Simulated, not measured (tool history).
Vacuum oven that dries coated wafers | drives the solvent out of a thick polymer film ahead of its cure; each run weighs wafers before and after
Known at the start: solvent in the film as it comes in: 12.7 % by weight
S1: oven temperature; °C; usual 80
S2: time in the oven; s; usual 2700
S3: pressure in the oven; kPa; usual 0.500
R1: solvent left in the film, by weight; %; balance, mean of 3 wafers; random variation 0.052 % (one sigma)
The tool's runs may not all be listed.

run   hour  S1    S2     S3    R1
  1    0.0  80  2700  0.500  1.57
  2   13.6  80  2700  0.500  1.53
  3   25.7  80  2700  0.500  1.55
  4   33.9  80  2700  0.500  1.54
  5   42.6  80  2700  0.500  1.51
  6   55.4  80  2700  0.500  1.64
  7   61.4  80  2700  0.500  1.49
  8   69.8  80  2700  0.500  1.64
  9   78.5  80  2700  0.500  1.54
 10   87.8  70  2700  0.500  3.42
 11   95.9  70  2700  0.500  3.39
 12  108.4  70  2700  0.500  3.37
 13  116.0  70  2700  0.500  3.45
 14  125.4  71  2700  0.500  3.21
 15  138.9  71  2700  0.500  3.09
 16  145.3  71  2700  0.500  3.23
 17  156.0  71  2700  0.500  3.19
 18  162.0  71  2700  0.500  3.14
 19  169.4  73  2700  0.500  2.69
 20  180.3  73  2700  0.500  2.76
 21  187.5  73  2700  0.500  2.85
 22  199.6  80  2700  1.624  2.90
 23  211.1  80  2700  1.624  3.09
 24  217.9  80  2700  1.624  3.00
 25  230.0  80  2700  1.624  2.88
 26  238.6  85  1800  0.255  1.59
 27  245.6  84  1620  1.115  2.94
 28  255.5  68  2640  0.500  4.07
 29  264.4  68  2640  0.500  3.89
 30  273.0  93  2700  1.327  1.32
 31  286.4  93  1440  0.282  1.18
 32  295.3  88  2460  0.500  0.99
     298.1  -- oven's thermocouples calibrated
 33  308.2  80  4740  0.487  1.11
 34  317.6  86  2700  1.825  2.33
 35  325.1  83  4740  0.438  0.77
 36  333.8  83  4740  0.438  0.80
 37  344.3  74  2340  0.311  2.84
 38  357.8  74  2340  0.311  2.96
 39  366.1  74  2340  0.311  2.90
     378.3  -- oven's thermocouples calibrated, once more
 40  378.4  74  2340  0.311  2.68
 41  388.9  78  1860  0.621  2.96
 42  400.7  81  1860  0.573  2.40
 43  413.9  86  2940  1.796  2.12
 44  427.0  78  2100  1.319  3.42
 45  433.7  71  2520  1.187  4.44
 46  441.3  71  2760  1.187  4.05

Forecast each of these 3 alternatives for the next run:
  A  449.1  80  2700  1.835   ?
  B  449.1  80  4620  1.425   ?
  C  449.1  80  2700  1.713   ?

run    R1
  A  3.05
  B  2.27
  C  2.92
Without the tool's hidden state the same runs would have given:
run    R1
  A  2.80
  B  1.97
  C  2.67
